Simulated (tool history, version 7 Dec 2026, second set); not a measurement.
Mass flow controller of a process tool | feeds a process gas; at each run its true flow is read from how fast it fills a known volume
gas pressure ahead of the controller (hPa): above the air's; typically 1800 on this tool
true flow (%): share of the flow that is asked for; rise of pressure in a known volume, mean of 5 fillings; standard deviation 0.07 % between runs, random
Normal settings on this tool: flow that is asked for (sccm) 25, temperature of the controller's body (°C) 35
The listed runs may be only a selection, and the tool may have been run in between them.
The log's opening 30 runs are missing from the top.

run	hour	flow that is asked for (sccm)	gas pressure ahead of the controller (hPa)	temperature of the controller's body (°C)	true flow (%)
31	11560.4	8	2160	22	97.63
32	11929.3	8	1630	22	97.59
33	12331.1	34	1630	25	99.21
# hour 12566.9: controller's zero set anew
34	12610.1	10	1800	35	97.34
35	13084.3	10	1800	35	97.33
36	13473.2	25	1560	35	98.26
37	13903.1	22	2380	34	97.89
38	14435.9	22	2380	34	98.03
39	14885	22	1720	34	98
40	15116.4	9	2090	35	97.19
41	15352.7	7	1900	31	97.23
42	15791	7	1830	31	97.22
43	16140.6	7	1830	31	97.27
44	16604.9	9	1800	35	97.33
45	17144.6	11	1800	21	97.84
46	17671.7	25	2320	35	98.11
47	18167.1	25	1760	22	98.58
48	18438.5	9	1710	29	97.43
49	18958	40	1550	29	99.23

What if the next run were any one of these 3? Each begins from the tool's condition after run 49:
A	19323.8	11	1710	39	?
B	19323.8	40	2760	29	?
C	19323.8	40	2480	31	?

run	true flow (%)
A	97.14
B	99.17
C	99.06
Had the tool no hidden state, the same runs would have come out as:
run	true flow (%)
A	97.15
B	99.17
C	99.05
